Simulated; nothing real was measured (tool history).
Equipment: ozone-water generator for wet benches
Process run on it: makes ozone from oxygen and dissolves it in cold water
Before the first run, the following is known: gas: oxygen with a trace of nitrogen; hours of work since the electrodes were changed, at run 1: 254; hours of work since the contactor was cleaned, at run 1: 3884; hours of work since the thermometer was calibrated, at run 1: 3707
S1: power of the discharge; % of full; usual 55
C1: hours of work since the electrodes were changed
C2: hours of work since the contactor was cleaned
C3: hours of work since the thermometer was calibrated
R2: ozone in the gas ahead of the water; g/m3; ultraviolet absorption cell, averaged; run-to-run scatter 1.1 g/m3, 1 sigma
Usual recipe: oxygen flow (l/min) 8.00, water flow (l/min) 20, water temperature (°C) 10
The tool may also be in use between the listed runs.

{"run": 1, "hour": 0.0, "S1": 55, "oxygen flow (l/min)": 8.0, "water flow (l/min)": 20, "water temperature (°C)": 10, "C1": 254, "C2": 3884, "C3": 3707, "dissolved ozone (ppm)": 31.7, "R2": 191.9}
{"run": 2, "hour": 34.7, "S1": 55, "oxygen flow (l/min)": 8.0, "water flow (l/min)": 20, "water temperature (°C)": 10, "C1": 283, "C2": 3913, "C3": 3736, "dissolved ozone (ppm)": 31.5, "R2": 191.7}
{"run": 3, "hour": 60.2, "S1": 55, "oxygen flow (l/min)": 8.0, "water flow (l/min)": 23, "water temperature (°C)": 10, "C1": 304, "C2": 3934, "C3": 3757, "dissolved ozone (ppm)": 28.7, "R2": 192.4}
{"run": 4, "hour": 83.0, "S1": 42, "oxygen flow (l/min)": 8.0, "water flow (l/min)": 20, "water temperature (°C)": 10, "C1": 323, "C2": 3953, "C3": 3776, "dissolved ozone (ppm)": 26.4, "R2": 159.2}
{"run": 5, "hour": 104.6, "S1": 42, "oxygen flow (l/min)": 8.0, "water flow (l/min)": 20, "water temperature (°C)": 10, "C1": 341, "C2": 3971, "C3": 3794, "dissolved ozone (ppm)": 26.2, "R2": 159.4}
{"run": 6, "hour": 131.2, "S1": 55, "oxygen flow (l/min)": 8.0, "water flow (l/min)": 20, "water temperature (°C)": 10, "C1": 364, "C2": 3994, "C3": 3816, "dissolved ozone (ppm)": 32.0, "R2": 192.0}
{"run": 7, "hour": 150.2, "S1": 55, "oxygen flow (l/min)": 8.0, "water flow (l/min)": 15, "water temperature (°C)": 10, "C1": 379, "C2": 4009, "C3": 3832, "dissolved ozone (ppm)": 37.5, "R2": 191.2}
{"run": 8, "hour": 188.2, "S1": 55, "oxygen flow (l/min)": 8.0, "water flow (l/min)": 15, "water temperature (°C)": 10, "C1": 411, "C2": 4041, "C3": 3864, "dissolved ozone (ppm)": 37.7, "R2": 192.6}
{"run": 9, "hour": 227.0, "S1": 55, "oxygen flow (l/min)": 8.0, "water flow (l/min)": 15, "water temperature (°C)": 10, "C1": 443, "C2": 4073, "C3": 3896, "dissolved ozone (ppm)": 37.5, "R2": 190.9}
{"run": 10, "hour": 263.1, "S1": 55, "oxygen flow (l/min)": 7.47, "water flow (l/min)": 20, "water temperature (°C)": 10, "C1": 473, "C2": 4103, "C3": 3926, "dissolved ozone (ppm)": 31.2, "R2": 197.4}
{"run": 11, "hour": 301.2, "S1": 55, "oxygen flow (l/min)": 8.0, "water flow (l/min)": 20, "water temperature (°C)": 10, "C1": 505, "C2": 4135, "C3": 3958, "dissolved ozone (ppm)": 31.6, "R2": 192.9}
{"run": 12, "hour": 334.0, "S1": 55, "oxygen flow (l/min)": 8.0, "water flow (l/min)": 20, "water temperature (°C)": 10, "C1": 532, "C2": 4162, "C3": 3985, "dissolved ozone (ppm)": 31.3, "R2": 190.8}
{"run": 13, "hour": 356.7, "S1": 55, "oxygen flow (l/min)": 8.0, "water flow (l/min)": 20, "water temperature (°C)": 10, "C1": 551, "C2": 4181, "C3": 4004, "dissolved ozone (ppm)": 31.2, "R2": 190.7}
{"run": 14, "hour": 397.5, "S1": 55, "oxygen flow (l/min)": 8.0, "water flow (l/min)": 29, "water temperature (°C)": 10, "C1": 585, "C2": 4215, "C3": 4038, "dissolved ozone (ppm)": 24.0, "R2": 188.1}
{"run": 15, "hour": 435.5, "S1": 55, "oxygen flow (l/min)": 8.0, "water flow (l/min)": 29, "water temperature (°C)": 10, "C1": 617, "C2": 4247, "C3": 4070, "dissolved ozone (ppm)": 24.2, "R2": 191.3}
{"run": 16, "hour": 455.6, "S1": 55, "oxygen flow (l/min)": 8.0, "water flow (l/min)": 20, "water temperature (°C)": 10, "C1": 634, "C2": 4264, "C3": 4086, "dissolved ozone (ppm)": 31.4, "R2": 190.8}
{"run": 17, "hour": 490.6, "S1": 55, "oxygen flow (l/min)": 13.07, "water flow (l/min)": 12, "water temperature (°C)": 5, "C1": 663, "C2": 4293, "C3": 4115, "dissolved ozone (ppm)": 43.7, "R2": 153.7}
{"run": 18, "hour": 519.2, "S1": 75, "oxygen flow (l/min)": 5.72, "water flow (l/min)": 20, "water temperature (°C)": 10, "C1": 687, "C2": 4317, "C3": 4139, "dissolved ozone (ppm)": 37.5, "R2": 272.6}
{"run": 19, "hour": 548.4, "S1": 72, "oxygen flow (l/min)": 9.69, "water flow (l/min)": 18, "water temperature (°C)": 13, "C1": 711, "C2": 4341, "C3": 4164, "dissolved ozone (ppm)": 37.7, "R2": 209.1}
{"run": 20, "hour": 567.1, "S1": 79, "oxygen flow (l/min)": 8.51, "water flow (l/min)": 19, "water temperature (°C)": 13, "C1": 727, "C2": 4357, "C3": 4179, "dissolved ozone (ppm)": 39.2, "R2": 236.5}
{"run": 21, "hour": 590.1, "S1": 79, "oxygen flow (l/min)": 8.51, "water flow (l/min)": 19, "water temperature (°C)": 13, "C1": 746, "C2": 4376, "C3": 4198, "dissolved ozone (ppm)": 38.7, "R2": 236.9}
{"run": 22, "hour": 631.4, "S1": 79, "oxygen flow (l/min)": 10.35, "water flow (l/min)": 18, "water temperature (°C)": 11, "C1": 780, "C2": 4410, "C3": 4233, "dissolved ozone (ppm)": 42.2, "R2": 218.6}
{"run": 23, "hour": 653.7, "S1": 79, "oxygen flow (l/min)": 10.35, "water flow (l/min)": 18, "water temperature (°C)": 11, "C1": 799, "C2": 4429, "C3": 4251, "dissolved ozone (ppm)": 41.7, "R2": 216.6}
{"run": 24, "hour": 673.6, "S1": 41, "oxygen flow (l/min)": 8.0, "water flow (l/min)": 30, "water temperature (°C)": 10, "C1": 815, "C2": 4445, "C3": 4268, "dissolved ozone (ppm)": 19.3, "R2": 155.4}
{"run": 25, "hour": 707.9, "S1": 41, "oxygen flow (l/min)": 8.0, "water flow (l/min)": 19, "water temperature (°C)": 11, "C1": 844, "C2": 4474, "C3": 4296, "dissolved ozone (ppm)": 26.1, "R2": 156.0}
{"run": 26, "hour": 732.6, "S1": 41, "oxygen flow (l/min)": 8.0, "water flow (l/min)": 19, "water temperature (°C)": 11, "C1": 864, "C2": 4494, "C3": 4317, "dissolved ozone (ppm)": 26.1, "R2": 156.3}
{"run": 27, "hour": 762.8, "S1": 63, "oxygen flow (l/min)": 8.0, "water flow (l/min)": 19, "water temperature (°C)": 7, "C1": 890, "C2": 4520, "C3": 4342, "dissolved ozone (ppm)": 37.0, "R2": 209.6}
{"run": 28, "hour": 797.0, "S1": 63, "oxygen flow (l/min)": 8.0, "water flow (l/min)": 19, "water temperature (°C)": 7, "C1": 918, "C2": 4548, "C3": 4371, "dissolved ozone (ppm)": 36.9, "R2": 209.0}
{"run": 29, "hour": 833.8, "S1": 63, "oxygen flow (l/min)": 8.0, "water flow (l/min)": 19, "water temperature (°C)": 7, "C1": 949, "C2": 4579, "C3": 4401, "dissolved ozone (ppm)": 37.2, "R2": 208.9}
{"run": 30, "hour": 854.4, "S1": 63, "oxygen flow (l/min)": 8.0, "water flow (l/min)": 19, "water temperature (°C)": 7, "C1": 966, "C2": 4596, "C3": 4418, "dissolved ozone (ppm)": 36.7, "R2": 207.0}
{"hour": 857.8, "done": "water thermometer calibrated"}
{"run": 31, "hour": 871.9, "S1": 63, "oxygen flow (l/min)": 8.8, "water flow (l/min)": 16, "water temperature (°C)": 7, "C1": 980, "C2": 4610, "C3": 12, "dissolved ozone (ppm)": 41.4, "R2": 200.3}
{"run": 32, "hour": 903.0, "S1": 63, "oxygen flow (l/min)": 8.8, "water flow (l/min)": 16, "water temperature (°C)": 7, "C1": 1006, "C2": 4636, "C3": 38, "dissolved ozone (ppm)": 41.2, "R2": 201.3}

Selected run-to-run steps in dissolved ozone (ppm), each split into two signed amounts: the part the tool would show with no hidden state at all (from settings, incoming material and random variation), and the remainder, which goes to the hidden state together with any gauge scatter not common to the measured and the hidden-state-free results:
What the log doesn't record here: yield of the discharge, % of new electrodes'; contactor's efficiency, % of a clean one's; true water temperature over the reading, C; drift of the gauge itself on ozone_ppm, %; drift of the gauge itself on gas_g_m3, %.
Run 16 -> 17: oxygen flow (l/min) 8.00 -> 13.07, water flow (l/min) 20 -> 12, water temperature (°C) 10 -> 5. dissolved ozone (ppm) +12.3: hidden state -0.2, all else +12.5.
Run 23 -> 24: S1 79 -> 41, oxygen flow (l/min) 10.35 -> 8.00, water flow (l/min) 18 -> 30, water temperature (°C) 11 -> 10. dissolved ozone (ppm) -22.4: hidden state +1.0, all else -23.4.
Run 24 -> 25: water flow (l/min) 30 -> 19, water temperature (°C) 10 -> 11. dissolved ozone (ppm) +6.8: hidden state -0.3, all else +7.1.
Run 26 -> 27: S1 41 -> 63, water temperature (°C) 11 -> 7. dissolved ozone (ppm) +10.9: hidden state -0.6, all else +11.5.
